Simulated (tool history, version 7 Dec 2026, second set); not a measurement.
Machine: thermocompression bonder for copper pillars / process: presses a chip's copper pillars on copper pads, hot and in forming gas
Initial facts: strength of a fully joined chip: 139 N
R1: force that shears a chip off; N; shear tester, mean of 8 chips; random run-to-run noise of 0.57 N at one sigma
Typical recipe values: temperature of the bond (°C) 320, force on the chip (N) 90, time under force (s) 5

{"run": 1, "hour": 0.0, "temperature of the bond (°C)": 320, "force on the chip (N)": 90, "time under force (s)": 5, "R1": 49.4}
{"run": 2, "hour": 6.7, "temperature of the bond (°C)": 320, "force on the chip (N)": 90, "time under force (s)": 5, "R1": 49.0}
{"hour": 9.4, "done": "forming gas filter changed"}
{"run": 3, "hour": 14.7, "temperature of the bond (°C)": 320, "force on the chip (N)": 90, "time under force (s)": 5, "R1": 53.2}
{"run": 4, "hour": 28.2, "temperature of the bond (°C)": 320, "force on the chip (N)": 90, "time under force (s)": 5, "R1": 53.2}
{"run": 5, "hour": 36.2, "temperature of the bond (°C)": 296, "force on the chip (N)": 90, "time under force (s)": 5, "R1": 38.1}
{"run": 6, "hour": 43.3, "temperature of the bond (°C)": 296, "force on the chip (N)": 90, "time under force (s)": 5, "R1": 37.5}
{"run": 7, "hour": 52.7, "temperature of the bond (°C)": 320, "force on the chip (N)": 90, "time under force (s)": 5, "R1": 52.0}
{"run": 8, "hour": 66.3, "temperature of the bond (°C)": 325, "force on the chip (N)": 60, "time under force (s)": 8, "R1": 48.0}
{"run": 9, "hour": 76.6, "temperature of the bond (°C)": 325, "force on the chip (N)": 60, "time under force (s)": 8, "R1": 47.2}
{"run": 10, "hour": 86.7, "temperature of the bond (°C)": 317, "force on the chip (N)": 130, "time under force (s)": 8, "R1": 76.9}
{"run": 11, "hour": 97.0, "temperature of the bond (°C)": 320, "force on the chip (N)": 63, "time under force (s)": 5, "R1": 37.8}
{"run": 12, "hour": 107.5, "temperature of the bond (°C)": 324, "force on the chip (N)": 75, "time under force (s)": 9, "R1": 57.4}
{"run": 13, "hour": 115.6, "temperature of the bond (°C)": 324, "force on the chip (N)": 75, "time under force (s)": 9, "R1": 57.2}
{"run": 14, "hour": 121.3, "temperature of the bond (°C)": 320, "force on the chip (N)": 79, "time under force (s)": 6, "R1": 48.7}

A few steps of R1 between consecutive runs. Split each: what settings, incoming material and random variation would produce without the hidden state, and what is left over for the hidden state, along with gauge scatter present in only one of the two compared results (measured, and without hidden state):
What the log doesn't record here: true temperature of the bond over the reading, C; force that reaches the chip, % of what is set; oxide that the forming gas leaves, % of the face; drift of the gauge itself on shear_n, %.
Run 2 -> 3: forming gas filter changed. R1 +4.2 N: hidden state +5.0, all else -0.8.
Run 10 -> 11: temperature of the bond (°C) 317 -> 320, force on the chip (N) 130 -> 63, time under force (s) 8 -> 5. R1 -39.1 N: hidden state +1.8, all else -40.9.

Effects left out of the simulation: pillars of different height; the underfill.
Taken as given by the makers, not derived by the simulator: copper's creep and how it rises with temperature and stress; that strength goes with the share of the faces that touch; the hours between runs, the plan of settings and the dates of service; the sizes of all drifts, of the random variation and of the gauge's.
